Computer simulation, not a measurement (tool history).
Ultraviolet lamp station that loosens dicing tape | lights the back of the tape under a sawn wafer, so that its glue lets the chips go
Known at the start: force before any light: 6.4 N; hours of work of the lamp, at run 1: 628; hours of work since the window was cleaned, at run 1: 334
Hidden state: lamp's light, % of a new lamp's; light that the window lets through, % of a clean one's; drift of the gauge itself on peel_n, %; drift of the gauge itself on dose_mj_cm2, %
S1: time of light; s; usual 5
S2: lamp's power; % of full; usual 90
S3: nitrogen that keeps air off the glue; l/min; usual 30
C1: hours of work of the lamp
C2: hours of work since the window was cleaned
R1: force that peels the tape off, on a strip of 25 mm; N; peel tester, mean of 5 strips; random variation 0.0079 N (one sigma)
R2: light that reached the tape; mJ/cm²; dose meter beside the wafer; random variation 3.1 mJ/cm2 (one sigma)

run    hour  S1  S2  S3   C1   C2     R1   R2
  1     0.0   5  90  30  628  334  0.586  340
  2    40.9   5  90  30  650  356  0.620  335
  3    69.6   5  90  30  666  371  0.658  337
  4    94.5   5  90  30  679  385  0.649  330
  5   122.0   5  90  30  694  400  0.655  330
  6   158.9   5  90  30  714  419  0.685  321
  7   184.1   5  90  30  727  433  0.699  324
  8   219.9   5  89  30  747  452  0.700  319
  9   259.8   5  65  30  768  474  1.261  223
 10   291.7   5  65  30  786  491  1.332  223
 11   309.5   5  65  30  795  501  1.291  223
 12   339.2   5  65  30  811  517  1.325  221
 13   363.6   5  65  30  824  530  1.363  218
 14   400.4   5  90  30  844  550  0.780  301
      403.6  -- window cleaned of glue's vapour
 15   430.9   5  90  30  860   15  0.853  290
      445.0  -- lamp changed
 16   463.6   5  91  30   10   32  0.356  433
 17   496.7   5  91  30   28   50  0.382  424
 18   514.5   5  90  28   37   59  0.407  425
      536.9  -- window cleaned of glue's vapour, once more
 19   553.6   5  90  28   58    9  0.335  451
 20   590.9   5  90  16   78   29  0.486  447
 21   622.8   5  90  16   96   46  0.491  445
 22   648.1   2  72  19  109   60  2.647  138
 23   676.8   2  72  19  125   75  2.715  143
 24   708.8   2  72  19  142   93  2.555  138
 25   735.0   3  78  13  156  107  1.789  222
 26   752.4   5  90  16  166  116  0.521  426
 27   771.5   5  90  16  176  127  0.543  428
 28   790.0   5  90  16  186  137  0.572  428
 29   815.4   4  84  25  200  150  0.786  311
 30   832.2   6  64  13  209  159  0.844  363
 31   857.1   3  81  10  222  173  1.965  224
 32   885.4   4  72  36  237  188  0.939  267
 33   925.0   2  72  12  259  209  2.997  126
 34   947.7   9  90  31  271  222  0.129  729
 35   964.5   9  90  31  280  231  0.130  727
 36  1002.6   5  63  31  300  251  0.912  278
 37  1041.9   6  90  17  322  272  0.402  475
 38  1064.8   9  70  30  334  285  0.210  555
 39  1089.5   5  70  20  347  298  0.948  301
 40  1115.0   5  70  20  361  312  0.942  299
 41  1151.5   5  78  26  381  332  0.676  332

Hidden state or all else? Some run-to-run changes of R1, split into what the settings, what came in and random variation would give without the hidden state, and what is left for the hidden state (with any gauge scatter that isn't in both results):
Run 13 -> 14: S2 65 -> 90. R1 -0.583 N: hidden state -0.249, all else -0.334.
Run 15 -> 16: S2 90 -> 91, lamp changed. R1 -0.497 N: hidden state -0.479, all else -0.018.
Run 21 -> 22: S1 5 -> 2, S2 90 -> 72, S3 16 -> 19. R1 +2.156 N: hidden state +0.083, all else +2.073.
Run 32 -> 33: S1 4 -> 2, S3 36 -> 12. R1 +2.058 N: hidden state +0.101, all else +1.957.
Run 33 -> 34: S1 2 -> 9, S2 72 -> 90, S3 12 -> 31. R1 -2.868 N: hidden state -0.275, all else -2.593.
